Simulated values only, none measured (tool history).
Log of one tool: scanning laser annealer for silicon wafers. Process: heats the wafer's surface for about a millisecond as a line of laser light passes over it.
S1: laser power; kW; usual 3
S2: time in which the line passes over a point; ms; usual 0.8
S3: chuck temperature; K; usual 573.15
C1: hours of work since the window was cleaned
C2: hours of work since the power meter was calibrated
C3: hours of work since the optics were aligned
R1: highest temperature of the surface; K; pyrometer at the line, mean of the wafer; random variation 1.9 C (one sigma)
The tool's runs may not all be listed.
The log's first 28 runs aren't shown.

run	day	S1	S2	S3	C1	C2	C3	R1
29	85.729	3	0.8	592.15	293	3306	1143	1422.15
30	89.754	3	0.8	592.15	348	3361	1198	1419.15
31	93.404	2.554	0.982	540.15	399	3411	1249	1310.15
32	96.971	3	0.73	573.15	448	3460	1298	1363.15
33	99.225	3	0.73	573.15	479	3491	1329	1358.15
34	100.942	3.162	0.697	554.15	502	3515	1352	1366.15
35	103.325	3	0.762	534.15	535	3548	1385	1335.15
36	106.683	3	0.762	534.15	581	3594	1431	1339.15
37	109.75	3	0.705	543.15	623	3636	1473	1316.15
38	112.142	3	0.705	543.15	656	3669	1506	1318.15
# day 114.388: window over the wafer cleaned
39	115.262	3	0.705	543.15	12	3711	1548	1313.15
40	118.65	3	0.705	543.15	59	3757	1595	1318.15
41	121.867	2.943	0.968	539.15	103	3802	1639	1442.15
42	125.629	2.943	0.968	539.15	155	3853	1691	1442.15

3 ways to go on from here, each from the tool as it stands after run 42. What would each give?
A	129.488	2.943	0.968	541.15	208	3906	1744	?
B	129.488	2.765	0.6	547.15	208	3906	1744	?
C	129.488	2.943	0.712	539.15	208	3906	1744	?

run	R1
A	1438.15
B	1194.15
C	1304.15
Without the tool's hidden state the same runs would have given:
run	R1
A	1439.15
B	1194.15
C	1304.15

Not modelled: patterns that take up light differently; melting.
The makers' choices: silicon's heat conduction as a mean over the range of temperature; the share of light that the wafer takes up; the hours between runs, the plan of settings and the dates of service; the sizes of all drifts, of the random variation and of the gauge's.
